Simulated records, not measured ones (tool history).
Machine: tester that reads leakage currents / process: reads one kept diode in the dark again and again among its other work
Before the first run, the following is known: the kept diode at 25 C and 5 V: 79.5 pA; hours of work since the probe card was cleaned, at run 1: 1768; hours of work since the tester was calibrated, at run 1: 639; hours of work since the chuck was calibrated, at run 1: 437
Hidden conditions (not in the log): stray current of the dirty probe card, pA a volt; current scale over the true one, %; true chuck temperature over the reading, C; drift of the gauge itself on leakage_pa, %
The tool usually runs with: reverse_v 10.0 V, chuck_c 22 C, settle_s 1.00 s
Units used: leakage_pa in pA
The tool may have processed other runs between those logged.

run	hour	reverse_v	chuck_c	settle_s	hours of work since the probe card was cleaned	hours of work since the tester was calibrated	hours of work since the chuck was calibrated	leakage_pa
1	0.0	10.0	22	1.00	1768	639	437	95.10
2	39.3	10.0	22	1.00	1790	661	458	95.80
3	61.2	6.2	22	1.00	1802	673	471	76.89
# hour 68.2: probe card cleaned and baked
4	90.8	10.0	41	1.00	13	688	485	375.99
5	118.6	10.0	41	1.00	28	703	501	379.43
6	141.7	2.2	48	0.77	41	716	514	324.96
7	183.2	10.0	33	0.40	64	739	537	221.64
# hour 191.4: probe card cleaned and baked, once more
8	224.8	3.7	47	7.65	19	760	558	376.70
9	248.8	1.6	22	3.94	32	774	571	43.01
10	285.5	1.2	26	3.94	52	794	592	52.51

3 ways to go on from here, each from the tool as it stands after run 10. What would each give?
A	325.6	1.8	46	1.00	75	816	614	?
B	325.6	5.1	38	2.05	75	816	614	?
C	325.6	1.2	60	0.50	75	816	614	?

run	leakage_pa
A	263.20
B	232.59
C	554.75
With no hidden state in the tool, these same runs would have given:
run	leakage_pa
A	243.11
B	213.95
C	515.57
